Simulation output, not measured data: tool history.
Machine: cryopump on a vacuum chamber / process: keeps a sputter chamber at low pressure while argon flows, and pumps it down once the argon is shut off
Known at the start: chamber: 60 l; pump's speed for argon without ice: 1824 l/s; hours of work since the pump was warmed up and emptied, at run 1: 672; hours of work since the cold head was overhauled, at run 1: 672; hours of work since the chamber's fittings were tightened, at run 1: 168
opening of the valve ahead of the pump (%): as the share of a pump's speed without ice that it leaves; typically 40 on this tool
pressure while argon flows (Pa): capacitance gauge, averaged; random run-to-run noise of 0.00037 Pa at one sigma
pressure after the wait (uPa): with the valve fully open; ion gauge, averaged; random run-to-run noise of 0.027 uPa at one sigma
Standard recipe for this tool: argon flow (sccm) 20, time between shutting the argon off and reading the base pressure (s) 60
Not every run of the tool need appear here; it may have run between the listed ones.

run,day,argon flow (sccm),time between shutting the argon off and reading the base pressure (s),opening of the valve ahead of the pump (%),hours of work since the pump was warmed up and emptied,hours of work since the cold head was overhauled,hours of work since the chamber's fittings were tightened,pressure while argon flows (Pa),pressure after the wait (uPa)
1,0,20,60,40,672,672,168,0.0492,1.46
2,1.3,20,34,40,689,689,186,0.0499,2.32
3,2.162,20,56,40,701,701,197,0.0496,1.55
4,2.946,20,60,40,711,711,208,0.0495,1.45
5,4.233,20,60,40,729,729,225,0.0491,1.58
6,5.05,20,60,40,740,740,236,0.0496,1.57
7,6.508,20,60,40,760,760,256,0.0494,1.56
8,7.358,20,60,40,771,771,268,0.0493,1.62
9,8.371,20,60,40,785,785,281,0.05,1.7
10,9.946,31,63,46,806,806,303,0.0689,1.65
11,11.171,19,25,16,823,823,319,0.1135,3.09
12,12.304,20,28,21,838,838,334,0.0918,2.92
13,13.167,20,28,21,850,850,346,0.0923,2.81
14,14.417,20,28,51,867,867,363,0.0399,2.94
15,15.842,11,60,22,886,886,382,0.0488,1.82
16,17.442,20,108,51,908,908,404,0.04,1.38
17,18.246,20,108,51,918,918,415,0.0401,1.41
18,19.671,38,118,51,938,938,434,0.077,1.47

3 options for the next run, each taken on its own from the tool as it stands now. Forecast them:
A,21.258,13,32,18,959,959,456,?,?
B,21.258,24,197,20,959,959,456,?,?
C,21.258,24,189,16,959,959,456,?,?

run,pressure while argon flows (Pa),pressure after the wait (uPa)
A,0.0705,2.9
B,0.116,1.27
C,0.1437,1.3
Without the tool's hidden state the same runs would have given:
run,pressure while argon flows (Pa),pressure after the wait (uPa)
A,0.0675,2.08
B,0.1107,0.44
C,0.1384,0.51

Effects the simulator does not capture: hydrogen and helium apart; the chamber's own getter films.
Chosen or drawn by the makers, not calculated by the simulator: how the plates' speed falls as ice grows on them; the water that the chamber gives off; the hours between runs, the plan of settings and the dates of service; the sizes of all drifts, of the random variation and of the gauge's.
